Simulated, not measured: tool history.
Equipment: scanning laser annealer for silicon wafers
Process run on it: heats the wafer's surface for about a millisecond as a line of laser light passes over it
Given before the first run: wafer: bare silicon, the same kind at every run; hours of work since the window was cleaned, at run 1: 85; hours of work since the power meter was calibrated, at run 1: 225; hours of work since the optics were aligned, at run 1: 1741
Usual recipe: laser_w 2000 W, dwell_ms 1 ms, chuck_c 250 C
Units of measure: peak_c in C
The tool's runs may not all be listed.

run,hour,laser_w,dwell_ms,chuck_c,hours of work since the window was cleaned,hours of work since the power meter was calibrated,hours of work since the optics were aligned,peak_c
1,0,2000,1,250,85,225,1741,1002
2,7.9,2000,1,250,91,230,1747,1003
3,17.8,2000,1,250,98,237,1754,1003
4,29.8,2000,1,225,106,246,1762,976
5,35.7,2000,1,225,111,250,1767,977
6,48.7,2000,1,225,120,259,1776,972
# hour 54.6: optics aligned, line set to its width
7,66,1938,1,225,129,268,8,941
8,75.1,1938,1,283,135,274,15,1000
9,86.6,2000,0.88,286,143,282,23,989
10,93.8,1899,0.94,250,148,288,28,929
11,99.2,1985,1.09,253,152,291,32,1018
# hour 107.2: optics aligned, line set to its width, once more
12,114.1,1985,1.09,253,159,298,5,1038
13,123.3,1985,1.09,253,166,305,11,1038
14,134.8,1985,1.09,253,174,313,20,1036
15,147.5,1962,1.09,266,183,322,29,1040

4 options for the next run, each taken on its own from the tool as it stands now. Forecast them:
A,154.4,1962,0.84,288,188,327,33,?
B,154.4,2000,0.99,250,188,327,33,?
C,154.4,1928,1.08,267,188,327,33,?
D,154.4,1995,1.02,250,188,327,33,?

run,peak_c
A,979
B,1007
C,1019
D,1018
What these runs would have given with no unlogged condition in the tool:
run,peak_c
A,996
B,1025
C,1037
D,1037

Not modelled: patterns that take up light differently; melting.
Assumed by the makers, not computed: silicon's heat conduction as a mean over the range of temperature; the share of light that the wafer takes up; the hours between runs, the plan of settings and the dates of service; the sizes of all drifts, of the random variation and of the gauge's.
